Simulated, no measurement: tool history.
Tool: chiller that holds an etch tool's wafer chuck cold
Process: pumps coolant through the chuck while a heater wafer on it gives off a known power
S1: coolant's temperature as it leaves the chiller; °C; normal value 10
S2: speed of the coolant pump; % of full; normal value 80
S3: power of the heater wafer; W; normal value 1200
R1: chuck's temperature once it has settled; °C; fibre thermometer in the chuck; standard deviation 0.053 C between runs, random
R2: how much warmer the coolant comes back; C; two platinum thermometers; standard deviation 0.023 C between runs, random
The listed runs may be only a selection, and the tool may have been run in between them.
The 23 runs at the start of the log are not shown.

run 24 hour=1528.7 | S1=8 S2=61 S3=1136 | R1=19.44 R2=6.14
run 25 hour=1571.4 | S1=7 S2=77 S3=1105 | R1=16.59 R2=4.68
run 26 hour=1640.7 | S1=15 S2=80 S3=1405 | R1=27.03 R2=5.74
run 27 hour=1722.7 | S1=8 S2=96 S3=1464 | R1=19.15 R2=4.89
run 28 hour=1762.7 | S1=10 S2=84 S3=1200 | R1=19.97 R2=4.63
run 29 hour=1811.2 | S1=10 S2=84 S3=1200 | R1=19.85 R2=4.64
run 30 hour=1899.6 | S1=10 S2=80 S3=1678 | R1=24.22 R2=6.84
run 31 hour=1981.0 | S1=10 S2=98 S3=1200 | R1=19.09 R2=3.95

Here are 4 independent what-if runs from the current tool condition. What would each one return?
run A hour=2020.4 | S1=10 S2=94 S3=1200 | R1=? R2=?
run B hour=2020.4 | S1=14 S2=95 S3=778 | R1=? R2=?
run C hour=2020.4 | S1=5 S2=80 S3=1200 | R1=? R2=?
run D hour=2020.4 | S1=10 S2=70 S3=1200 | R1=? R2=?

run=A R1=19.28 R2=4.12
run=B R1=19.87 R2=2.63
run=C R1=15.16 R2=4.88
run=D R1=21.19 R2=5.66
Had the tool no hidden state, the same runs would have come out as:
run=A R1=18.97 R2=3.99
run=B R1=19.73 R2=2.55
run=C R1=14.81 R2=4.73
run=D R1=20.81 R2=5.49
